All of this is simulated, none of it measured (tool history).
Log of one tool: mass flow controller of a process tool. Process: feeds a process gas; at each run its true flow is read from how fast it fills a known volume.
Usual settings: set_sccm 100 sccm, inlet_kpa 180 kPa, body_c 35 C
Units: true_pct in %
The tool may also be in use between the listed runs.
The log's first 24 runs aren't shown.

run 25 hour=1830.6 | set_sccm=188 inlet_kpa=229 body_c=25 | true_pct=100.09
run 26 hour=1893.8 | set_sccm=188 inlet_kpa=163 body_c=26 | true_pct=99.55
run 27 hour=1963.5 | set_sccm=188 inlet_kpa=163 body_c=26 | true_pct=99.65
run 28 hour=2026.8 | set_sccm=100 inlet_kpa=155 body_c=25 | true_pct=97.99
run 29 hour=2088 | set_sccm=25 inlet_kpa=180 body_c=27 | true_pct=97.07
run 30 hour=2158.7 | set_sccm=25 inlet_kpa=180 body_c=27 | true_pct=97
run 31 hour=2256.8 | set_sccm=25 inlet_kpa=242 body_c=30 | true_pct=97.85
run 32 hour=2352.9 | set_sccm=40 inlet_kpa=177 body_c=35 | true_pct=98.24
run 33 hour=2438.2 | set_sccm=50 inlet_kpa=152 body_c=32 | true_pct=97.93
run 34 hour=2505.5 | set_sccm=100 inlet_kpa=255 body_c=28 | true_pct=98.99
run 35 hour=2567.4 | set_sccm=55 inlet_kpa=246 body_c=35 | true_pct=98.95
run 36 hour=2627.5 | set_sccm=65 inlet_kpa=277 body_c=35 | true_pct=99.31
run 37 hour=2716.2 | set_sccm=121 inlet_kpa=248 body_c=20 | true_pct=98.44
run 38 hour=2765.8 | set_sccm=60 inlet_kpa=192 body_c=36 | true_pct=98.72
run 39 hour=2847.9 | set_sccm=80 inlet_kpa=188 body_c=35 | true_pct=98.94
run 40 hour=2909.3 | set_sccm=48 inlet_kpa=244 body_c=39 | true_pct=99.21
run 41 hour=3004.2 | set_sccm=97 inlet_kpa=181 body_c=23 | true_pct=97.81
run 42 hour=3054.8 | set_sccm=97 inlet_kpa=181 body_c=23 | true_pct=97.89
run 43 hour=3155.5 | set_sccm=27 inlet_kpa=180 body_c=26 | true_pct=96.95
run 44 hour=3237.2 | set_sccm=103 inlet_kpa=180 body_c=23 | true_pct=97.93
run 45 hour=3292 | set_sccm=28 inlet_kpa=226 body_c=38 | true_pct=98.64
run 46 hour=3358.4 | set_sccm=28 inlet_kpa=174 body_c=32 | true_pct=97.67
run 47 hour=3432.9 | set_sccm=28 inlet_kpa=174 body_c=28 | true_pct=97.19
run 48 hour=3486.8 | set_sccm=28 inlet_kpa=174 body_c=28 | true_pct=97.19

Forecast each of these 4 alternatives for the next run:
run A hour=3567.3 | set_sccm=28 inlet_kpa=186 body_c=20 | true_pct=?
run B hour=3567.3 | set_sccm=61 inlet_kpa=174 body_c=22 | true_pct=?
run C hour=3567.3 | set_sccm=22 inlet_kpa=169 body_c=21 | true_pct=?
run D hour=3567.3 | set_sccm=100 inlet_kpa=155 body_c=35 | true_pct=?

run=A true_pct=96.22
run=B true_pct=97.03
run=C true_pct=96.09
run=D true_pct=99.12
Without the tool's hidden state the same runs would have given:
run=A true_pct=96.23
run=B true_pct=97.03
run=C true_pct=96.11
run=D true_pct=99.12
